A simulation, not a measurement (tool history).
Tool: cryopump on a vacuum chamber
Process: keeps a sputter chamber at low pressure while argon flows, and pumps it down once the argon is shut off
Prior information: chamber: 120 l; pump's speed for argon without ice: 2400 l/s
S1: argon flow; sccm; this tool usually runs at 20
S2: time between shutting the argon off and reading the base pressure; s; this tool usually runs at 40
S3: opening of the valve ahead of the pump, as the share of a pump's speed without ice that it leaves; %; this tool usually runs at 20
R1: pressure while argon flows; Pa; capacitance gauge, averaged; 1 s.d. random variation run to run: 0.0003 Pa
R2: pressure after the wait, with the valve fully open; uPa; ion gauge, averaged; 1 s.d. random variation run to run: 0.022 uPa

| run | hour | S1 | S2 | S3 | R1 | R2 |
|---|---|---|---|---|---|---|
| 1 | 0 | 20 | 40 | 20 | 0.0706 | 0.94 |
| 2 | 46 | 20 | 40 | 20 | 0.0703 | 0.92 |
| 3 | 89.1 | 20 | 40 | 20 | 0.0708 | 0.92 |
| 4 | 117.7 | 20 | 40 | 20 | 0.0711 | 0.92 |
| 5 | 144 | 20 | 38 | 20 | 0.071 | 0.91 |
| 6 | 175.8 | 20 | 40 | 20 | 0.0713 | 0.96 |
| 7 | 200 | 20 | 40 | 20 | 0.071 | 0.94 |
| 8 | 232.1 | 20 | 40 | 20 | 0.0714 | 0.92 |
| 9 | 271.8 | 20 | 40 | 20 | 0.0716 | 0.95 |
| 10 | 313 | 20 | 40 | 24 | 0.0598 | 1.01 |
| 11 | 341 | 20 | 40 | 20 | 0.0718 | 1.01 |
| 12 | 364.4 | 20 | 40 | 20 | 0.0719 | 1.03 |
| 13 | 416.5 | 20 | 40 | 20 | 0.072 | 1.04 |
| 14 | 442.2 | 20 | 36 | 20 | 0.0713 | 1.06 |
| 15 | 493.5 | 20 | 36 | 20 | 0.0723 | 1.1 |
| 16 | 521.9 | 20 | 36 | 20 | 0.0728 | 1.08 |
| 17 | 577.3 | 20 | 40 | 20 | 0.0726 | 1.1 |
| 18 | 630.5 | 37 | 164 | 20 | 0.1345 | 0.74 |
| 19 | 684.1 | 32 | 38 | 20 | 0.116 | 1.14 |
| 20 | 711.5 | 32 | 38 | 20 | 0.1176 | 1.16 |
| 21 | 742.7 | 22 | 52 | 20 | 0.0803 | 1.02 |
| 22 | 791.9 | 11 | 44 | 16 | 0.0498 | 1.05 |
| 23 | 840.9 | 20 | 21 | 57 | 0.0276 | 1.57 |
| 24 | 892.5 | 10 | 102 | 20 | 0.0367 | 0.88 |
| 25 | 919.1 | 13 | 27 | 52 | 0.02 | 1.4 |
| 26 | 964.4 | 13 | 27 | 52 | 0.0194 | 1.38 |
| 27 | 1011.6 | 25 | 247 | 42 | 0.0461 | 0.88 |
| 28 | 1053.6 | 25 | 247 | 42 | 0.0461 | 0.87 |
| 29 | 1089.9 | 9 | 247 | 42 | 0.017 | 0.89 |
| 30 | 1144.7 | 10 | 254 | 23 | 0.0326 | 0.9 |
| 31 | 1191.6 | 31 | 33 | 48 | 0.0515 | 1.4 |
| 32 | 1233.8 | 31 | 33 | 48 | 0.0524 | 1.41 |
| 33 | 1260.5 | 12 | 40 | 23 | 0.0392 | 1.31 |
| 34 | 1310.5 | 16 | 246 | 20 | 0.0605 | 0.96 |

Pick out some run-to-run changes in R1. Of each, how much would a tool without hidden state show as well, from the settings, what came in and chance, and how much is left for the hidden state and any gauge scatter not in both results compared?
Hidden state present: pump's speed, % of a pump's without ice; cold plate's temperature, K; leak into the chamber, uPa l/s; drift of the gauge itself on working_pa, %; drift of the gauge itself on base_upa, %.
Run 17 -> 18: S1 20 -> 37, S2 40 -> 164. R1 +0.0619 Pa: hidden state +0.002, all else +0.0599.
Run 20 -> 21: S1 32 -> 22, S2 38 -> 52. R1 -0.0373 Pa: hidden state -0.0011, all else -0.0362.
Run 21 -> 22: S1 22 -> 11, S2 52 -> 44, S3 20 -> 16. R1 -0.0305 Pa: hidden state -0.0012, all else -0.0293.
Run 28 -> 29: S1 25 -> 9. R1 -0.0291 Pa: hidden state -0.0029, all else -0.0262.
Run 30 -> 31: S1 10 -> 31, S2 254 -> 33, S3 23 -> 48. R1 +0.0189 Pa: hidden state +0.0045, all else +0.0144.
Run 32 -> 33: S1 31 -> 12, S2 33 -> 40, S3 48 -> 23. R1 -0.0132 Pa: hidden state -0.0041, all else -0.0091.
